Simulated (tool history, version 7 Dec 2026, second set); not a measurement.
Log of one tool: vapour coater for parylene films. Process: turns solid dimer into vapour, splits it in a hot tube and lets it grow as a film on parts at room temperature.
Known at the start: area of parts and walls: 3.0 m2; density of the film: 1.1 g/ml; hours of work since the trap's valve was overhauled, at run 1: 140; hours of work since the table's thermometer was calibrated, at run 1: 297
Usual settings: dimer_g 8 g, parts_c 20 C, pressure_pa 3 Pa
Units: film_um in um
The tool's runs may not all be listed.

run	hour	dimer_g	parts_c	pressure_pa	hours of work since the trap's valve was overhauled	hours of work since the table's thermometer was calibrated	film_um
1	0	8	20	3	140	297	1.399
2	17	8	20	3	150	307	1.405
3	29.3	8	20	3.38	157	314	1.377
4	44.9	8	20	3.38	166	324	1.385
5	58.2	8	20	3.38	174	331	1.369
6	74.5	8	20	3.38	183	341	1.383
7	90.6	8	20	3.38	192	350	1.379
8	106.2	8	20	3.38	201	359	1.374
9	122.3	8	20	3	211	368	1.378
10	140.6	8	20	3	221	379	1.388
11	160.2	8	17	3	233	390	1.587
12	171.4	8	17	3	239	397	1.602
13	189.4	8	17	3	250	407	1.594
14	199.3	8	17	3	255	413	1.597
15	208.5	8	17	3	261	418	1.591
16	228.3	8	12	6.49	272	430	1.832
17	243.3	8	12	6.49	281	439	1.834
18	257.9	8	12	6.49	289	447	1.822
19	271.9	5	12	6.49	298	455	1.14
20	285.6	5	12	6.49	306	463	1.14
21	303.7	8	19	3	316	474	1.444
22	323.4	14	20	4.62	327	485	2.279
23	338.5	4	14	8.66	336	494	0.805
24	350.9	8	13	2.68	343	501	1.916
25	362.4	8	13	5.14	350	508	1.782
26	372	6	20	3	356	513	1.018
27	389.4	6	20	2.54	366	523	1.053
28	400.1	6	20	2.54	372	530	1.034
29	411.8	6	20	2.54	379	537	1.046

Forecast each of these 5 alternatives for the next run:
A	425.9	9	20	3	387	545	?
B	425.9	4	13	3	387	545	?
C	425.9	4	23	3	387	545	?
D	425.9	11	20	2.54	387	545	?
E	425.9	14	25	2.54	387	545	?

run	film_um
A	1.511
B	0.938
C	0.592
D	1.905
E	1.925
Without the tool's hidden state the same runs would have given:
run	film_um
A	1.604
B	0.996
C	0.628
D	2.022
E	2.043
